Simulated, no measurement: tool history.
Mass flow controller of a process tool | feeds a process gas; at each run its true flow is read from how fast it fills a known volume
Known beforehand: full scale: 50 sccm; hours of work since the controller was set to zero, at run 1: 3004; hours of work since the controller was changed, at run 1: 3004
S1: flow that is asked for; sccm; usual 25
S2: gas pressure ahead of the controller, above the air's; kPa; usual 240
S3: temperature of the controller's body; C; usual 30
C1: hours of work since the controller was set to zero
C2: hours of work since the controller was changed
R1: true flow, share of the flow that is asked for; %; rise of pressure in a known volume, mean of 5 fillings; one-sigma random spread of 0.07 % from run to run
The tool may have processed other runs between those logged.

| run | day | S1 | S2 | S3 | C1 | C2 | R1 |
|---|---|---|---|---|---|---|---|
| 1 | 0 | 25 | 240 | 30 | 3004 | 3004 | 99.28 |
| 2 | 8.433 | 25 | 240 | 30 | 3085 | 3085 | 99.33 |
| 3 | 15.504 | 25 | 240 | 30 | 3153 | 3153 | 99.28 |
| 4 | 21.454 | 25 | 240 | 30 | 3211 | 3211 | 99.35 |
| 5 | 30.275 | 25 | 240 | 30 | 3296 | 3296 | 99.34 |
| 6 | 37.117 | 20 | 240 | 30 | 3362 | 3362 | 99.17 |
| 7 | 41.358 | 25 | 240 | 29 | 3403 | 3403 | 99.34 |
| 8 | 49.742 | 14 | 172 | 30 | 3483 | 3483 | 99.15 |
| 9 | 55.133 | 6 | 231 | 27 | 3536 | 3536 | 98.49 |
| 10 | 60.975 | 6 | 231 | 27 | 3592 | 3592 | 98.67 |
| 11 | 66.083 | 6 | 231 | 27 | 3641 | 3641 | 98.71 |
| 12 | 74.667 | 30 | 266 | 25 | 3724 | 3724 | 99.28 |
| 13 | 83.65 | 6 | 240 | 30 | 3811 | 3811 | 99 |

For some of the steps in R1 from one run to the next: how much would appear even if the tool had no hidden state, given the settings, what came in and random variation, and how much remains for the hidden state plus any gauge scatter that the measured result and the result without hidden state don't share?
Unlogged tool condition in this case: flow at rest that the sensor doesn't see, % of full scale; true flow over the shown one, %; drift of the gauge itself on true_pct, %.
Run 4 -> 5: settings left as they were, no log entry in between. R1 -0.01 %: hidden state +0.04, all else -0.05.
Run 8 -> 9: S1 14 -> 6, S2 172 -> 231, S3 30 -> 27. R1 -0.66 %: hidden state +0, all else -0.66.
